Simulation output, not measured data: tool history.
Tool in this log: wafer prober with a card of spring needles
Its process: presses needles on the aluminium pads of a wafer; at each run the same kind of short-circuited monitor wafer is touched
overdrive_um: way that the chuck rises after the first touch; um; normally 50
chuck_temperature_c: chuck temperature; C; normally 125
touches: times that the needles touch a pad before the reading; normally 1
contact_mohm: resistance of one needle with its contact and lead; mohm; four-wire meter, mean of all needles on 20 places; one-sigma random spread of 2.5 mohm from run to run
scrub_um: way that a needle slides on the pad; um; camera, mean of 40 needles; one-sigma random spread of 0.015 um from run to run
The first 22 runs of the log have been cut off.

run	hour	overdrive_um	chuck_temperature_c	touches	contact_mohm	scrub_um
# hour 231.1: tips cleaned on abrasive film
23	237.8	49	28	1	344	7.17
24	246.1	49	28	1	403	7.19
# hour 254.7: tips cleaned on abrasive film
25	258.3	49	28	1	318	7.18
26	266.6	49	28	1	389	7.17
27	277.1	49	29	1	439	7.19
# hour 278.0: tips cleaned on abrasive film
28	282.9	50	125	2	332	7.33
29	292.0	50	125	2	360	7.32
# hour 301.0: tips cleaned on abrasive film
30	304.4	69	80	1	301	10.16
31	312.9	69	80	1	345	10.18
32	320.2	33	52	3	390	4.74
# hour 324.2: tips cleaned on abrasive film
33	326.0	30	27	2	322	4.28

Alternative continuations, all from the tool just after run 33; predict every row:
A	334.7	57	82	2	?	?
B	334.7	56	27	2	?	?
C	334.7	55	27	2	?	?
D	334.7	50	32	2	?	?

run	contact_mohm	scrub_um
A	324	8.32
B	317	8.21
C	322	8.07
D	329	7.31
Take away the tool's hidden state, keep each run's random variation, and the runs would have read:
run	contact_mohm	scrub_um
A	274	8.57
B	260	8.46
C	263	8.32
D	262	7.55
